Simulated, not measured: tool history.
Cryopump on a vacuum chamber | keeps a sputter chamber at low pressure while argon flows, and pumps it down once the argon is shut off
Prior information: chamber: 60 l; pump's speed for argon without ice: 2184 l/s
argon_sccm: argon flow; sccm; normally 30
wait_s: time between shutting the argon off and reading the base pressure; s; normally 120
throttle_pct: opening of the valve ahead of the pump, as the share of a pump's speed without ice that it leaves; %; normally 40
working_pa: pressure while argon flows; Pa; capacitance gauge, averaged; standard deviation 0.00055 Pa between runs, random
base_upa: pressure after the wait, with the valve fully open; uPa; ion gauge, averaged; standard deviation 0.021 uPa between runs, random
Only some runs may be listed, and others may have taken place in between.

run	hour	argon_sccm	wait_s	throttle_pct	working_pa	base_upa
1	0.0	30	120	40	0.0603	0.77
2	21.7	30	120	40	0.0605	0.75
3	53.1	30	120	40	0.0605	0.79
4	73.4	30	120	40	0.0616	0.76
5	93.1	30	120	40	0.0621	0.79
6	122.7	30	120	40	0.0616	0.84
7	152.6	30	120	40	0.0612	0.82
8	168.3	30	120	40	0.0619	0.83
9	184.6	30	120	29	0.0836	0.84
10	219.3	30	101	40	0.0632	0.90
11	245.8	30	95	40	0.0626	0.90
12	283.5	13	198	31	0.0341	0.83
13	318.4	25	120	40	0.0538	0.89
14	352.4	25	120	40	0.0492	0.78
15	385.0	13	235	26	0.0386	0.68
16	412.8	13	235	26	0.0391	0.68
17	448.5	12	41	40	0.0243	1.18
18	475.1	48	83	45	0.0843	0.89
19	496.4	48	83	45	0.0844	0.94
20	516.5	47	32	45	0.0835	1.44
21	545.3	47	32	45	0.0840	1.43
22	574.4	47	32	45	0.0836	1.45

Between the runs listed above, the log contained 1 entry, not reproduced here. Where in the sequence does each belong, and how does what the log doesn't record of the tool's condition differ from the listed run before to the listed run after?
Runs 13 to 14: pump warmed up, emptied and cooled again (hour 333.9)
  pump's speed, % of a pump's without ice: 82.1 -> 99.3; cold plate's temperature, K: 12.54 -> 12.55; leak into the chamber, uPa l/s: 1216 -> 1229
  difference, measured minus the result without the unlogged condition, working_pa: +0.0045 -> +0.0003 Pa; base_upa: +0.54 -> +0.44 uPa
